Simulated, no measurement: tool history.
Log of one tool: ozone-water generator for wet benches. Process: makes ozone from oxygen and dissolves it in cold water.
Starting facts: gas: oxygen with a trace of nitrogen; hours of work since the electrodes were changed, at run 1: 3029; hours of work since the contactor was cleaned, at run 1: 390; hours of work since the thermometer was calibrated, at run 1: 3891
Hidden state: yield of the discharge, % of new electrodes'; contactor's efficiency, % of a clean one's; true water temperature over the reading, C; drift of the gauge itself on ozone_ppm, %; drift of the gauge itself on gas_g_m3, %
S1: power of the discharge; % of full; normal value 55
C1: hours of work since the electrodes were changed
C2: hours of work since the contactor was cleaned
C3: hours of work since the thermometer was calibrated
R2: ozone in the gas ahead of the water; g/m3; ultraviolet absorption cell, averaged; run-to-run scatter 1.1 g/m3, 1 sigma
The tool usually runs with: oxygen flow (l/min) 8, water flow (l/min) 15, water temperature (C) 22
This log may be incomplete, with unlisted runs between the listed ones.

run 1 hour=0 | S1=55 oxygen_flow_(l/min)=8 water_flow_(l/min)=15 water_temperature_(C)=22 | C1=3029 C2=390 C3=3891 | dissolved_ozone_(ppm)=29.6 R2=198.9
run 2 hour=131.2 | S1=56 oxygen_flow_(l/min)=8 water_flow_(l/min)=15 water_temperature_(C)=22 | C1=3128 C2=489 C3=3990 | dissolved_ozone_(ppm)=30.1 R2=203
run 3 hour=306.2 | S1=56 oxygen_flow_(l/min)=8 water_flow_(l/min)=15 water_temperature_(C)=22 | C1=3260 C2=621 C3=4122 | dissolved_ozone_(ppm)=29.7 R2=201
run 4 hour=417.1 | S1=56 oxygen_flow_(l/min)=8 water_flow_(l/min)=15 water_temperature_(C)=22 | C1=3344 C2=705 C3=4206 | dissolved_ozone_(ppm)=30 R2=201.6
run 5 hour=589.8 | S1=56 oxygen_flow_(l/min)=8 water_flow_(l/min)=15 water_temperature_(C)=22 | C1=3474 C2=835 C3=4336 | dissolved_ozone_(ppm)=30.1 R2=201.5
run 6 hour=745.2 | S1=56 oxygen_flow_(l/min)=8 water_flow_(l/min)=15 water_temperature_(C)=22 | C1=3591 C2=952 C3=4453 | dissolved_ozone_(ppm)=30 R2=200.1
run 7 hour=958.3 | S1=56 oxygen_flow_(l/min)=8 water_flow_(l/min)=15 water_temperature_(C)=22 | C1=3752 C2=1113 C3=4614 | dissolved_ozone_(ppm)=30.1 R2=199.5
run 8 hour=1119.4 | S1=55 oxygen_flow_(l/min)=8 water_flow_(l/min)=23 water_temperature_(C)=22 | C1=3873 C2=1235 C3=4735 | dissolved_ozone_(ppm)=21.5 R2=198.2
run 9 hour=1237.6 | S1=53 oxygen_flow_(l/min)=5.78 water_flow_(l/min)=17 water_temperature_(C)=22 | C1=3963 C2=1324 C3=4824 | dissolved_ozone_(ppm)=26.4 R2=223.2
run 10 hour=1410.7 | S1=41 oxygen_flow_(l/min)=8.87 water_flow_(l/min)=13 water_temperature_(C)=15 | C1=4093 C2=1454 C3=4955 | dissolved_ozone_(ppm)=32.1 R2=162.4
run 11 hour=1581.2 | S1=41 oxygen_flow_(l/min)=8.87 water_flow_(l/min)=13 water_temperature_(C)=15 | C1=4222 C2=1583 C3=5084 | dissolved_ozone_(ppm)=31.7 R2=160.7
run 12 hour=1764.9 | S1=55 oxygen_flow_(l/min)=10.81 water_flow_(l/min)=10 water_temperature_(C)=25 | C1=4360 C2=1722 C3=5222 | dissolved_ozone_(ppm)=32.5 R2=175.9
run 13 hour=1883.6 | S1=55 oxygen_flow_(l/min)=4.11 water_flow_(l/min)=10 water_temperature_(C)=20 | C1=4450 C2=1811 C3=5312 | dissolved_ozone_(ppm)=40.2 R2=259.3
run 14 hour=2008.4 | S1=55 oxygen_flow_(l/min)=4.11 water_flow_(l/min)=10 water_temperature_(C)=20 | C1=4544 C2=1905 C3=5406 | dissolved_ozone_(ppm)=40.5 R2=256.8
-- hour=2118.7 water thermometer calibrated
run 15 hour=2147 | S1=55 oxygen_flow_(l/min)=12.44 water_flow_(l/min)=10 water_temperature_(C)=27 | C1=4648 C2=2009 C3=21 | dissolved_ozone_(ppm)=30.1 R2=165.8
run 16 hour=2348.6 | S1=88 oxygen_flow_(l/min)=8 water_flow_(l/min)=13 water_temperature_(C)=28 | C1=4800 C2=2161 C3=173 | dissolved_ozone_(ppm)=36.6 R2=253.5

Measured less the same run without the tool's hidden state. The same run-to-run variation is in both; the gauge's scatter may not be:
run=1 R2=-0.1
run=2 R2=-0.2
run=3 R2=-0.4
run=4 R2=-0.5
run=5 R2=-0.6
run=6 R2=-0.8
run=7 R2=-1
run=8 R2=-1.1
run=9 R2=-1.3
run=10 R2=-1.1
run=11 R2=-1.2
run=12 R2=-1.5
run=13 R2=-2.3
run=14 R2=-2.4
run=15 R2=-1.7
run=16 R2=-2.9
For dissolved ozone (ppm), the value without the hidden state is never more than 0.1 from the measured value.

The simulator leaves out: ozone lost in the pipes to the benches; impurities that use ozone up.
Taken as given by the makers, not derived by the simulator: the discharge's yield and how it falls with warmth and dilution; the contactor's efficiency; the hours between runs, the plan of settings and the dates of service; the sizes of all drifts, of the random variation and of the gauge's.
